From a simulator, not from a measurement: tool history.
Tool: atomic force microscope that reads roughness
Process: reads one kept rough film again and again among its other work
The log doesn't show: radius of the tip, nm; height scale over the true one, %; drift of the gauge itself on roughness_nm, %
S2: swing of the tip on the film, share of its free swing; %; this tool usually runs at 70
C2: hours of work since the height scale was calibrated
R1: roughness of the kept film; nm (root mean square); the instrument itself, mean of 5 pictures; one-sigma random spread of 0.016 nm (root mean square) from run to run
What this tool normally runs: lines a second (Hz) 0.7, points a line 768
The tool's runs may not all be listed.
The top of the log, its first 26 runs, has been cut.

{"hour": 458.9, "done": "new tip fitted"}
{"run": 27, "hour": 458.9, "lines a second (Hz)": 2.339, "S2": 70, "points a line": 409, "pictures with this tip": 0, "C2": 620, "R1": 3.618}
{"run": 28, "hour": 482.3, "lines a second (Hz)": 2.339, "S2": 70, "points a line": 409, "pictures with this tip": 41, "C2": 633, "R1": 3.608}
{"run": 29, "hour": 496.2, "lines a second (Hz)": 2.339, "S2": 70, "points a line": 409, "pictures with this tip": 66, "C2": 640, "R1": 3.615}
{"run": 30, "hour": 518.9, "lines a second (Hz)": 2.339, "S2": 70, "points a line": 409, "pictures with this tip": 105, "C2": 653, "R1": 3.602}
{"hour": 529.8, "done": "new tip fitted"}
{"run": 31, "hour": 534.4, "lines a second (Hz)": 1.139, "S2": 88, "points a line": 311, "pictures with this tip": 8, "C2": 661, "R1": 3.544}
{"run": 32, "hour": 557.9, "lines a second (Hz)": 0.686, "S2": 88, "points a line": 285, "pictures with this tip": 49, "C2": 674, "R1": 3.707}
{"run": 33, "hour": 577.7, "lines a second (Hz)": 2.41, "S2": 70, "points a line": 768, "pictures with this tip": 84, "C2": 686, "R1": 3.593}
{"run": 34, "hour": 589.4, "lines a second (Hz)": 0.882, "S2": 57, "points a line": 711, "pictures with this tip": 104, "C2": 692, "R1": 4.006}
{"hour": 601.0, "done": "new tip fitted"}
{"run": 35, "hour": 609.5, "lines a second (Hz)": 0.601, "S2": 72, "points a line": 274, "pictures with this tip": 15, "C2": 703, "R1": 3.937}
{"run": 36, "hour": 623.2, "lines a second (Hz)": 0.513, "S2": 82, "points a line": 272, "pictures with this tip": 38, "C2": 711, "R1": 3.861}
{"run": 37, "hour": 643.5, "lines a second (Hz)": 0.557, "S2": 62, "points a line": 962, "pictures with this tip": 74, "C2": 722, "R1": 3.994}
{"run": 38, "hour": 659.9, "lines a second (Hz)": 0.578, "S2": 66, "points a line": 462, "pictures with this tip": 103, "C2": 731, "R1": 3.975}
{"hour": 672.9, "done": "new tip fitted"}
{"run": 39, "hour": 677.1, "lines a second (Hz)": 3.641, "S2": 66, "points a line": 462, "pictures with this tip": 8, "C2": 740, "R1": 3.508}
{"run": 40, "hour": 700.4, "lines a second (Hz)": 3.641, "S2": 66, "points a line": 462, "pictures with this tip": 48, "C2": 753, "R1": 3.511}
{"run": 41, "hour": 720.4, "lines a second (Hz)": 3.641, "S2": 66, "points a line": 462, "pictures with this tip": 83, "C2": 765, "R1": 3.524}
{"run": 42, "hour": 730.9, "lines a second (Hz)": 0.993, "S2": 66, "points a line": 785, "pictures with this tip": 102, "C2": 770, "R1": 3.9}

3 ways to go on from here, each from the tool as it stands after run 42. What would each give?
{"run": "A", "hour": 741.0, "lines a second (Hz)": 0.585, "S2": 70, "points a line": 768, "pictures with this tip": 119, "C2": 776, "R1": "?"}
{"run": "B", "hour": 741.0, "lines a second (Hz)": 2.065, "S2": 58, "points a line": 785, "pictures with this tip": 119, "C2": 776, "R1": "?"}
{"run": "C", "hour": 741.0, "lines a second (Hz)": 0.993, "S2": 60, "points a line": 785, "pictures with this tip": 119, "C2": 776, "R1": "?"}

run=A R1=3.946
run=B R1=3.85
run=C R1=3.941
Stripped of hidden state, with their random variation kept, the same runs would have yielded:
run=A R1=3.956
run=B R1=3.86
run=C R1=3.951
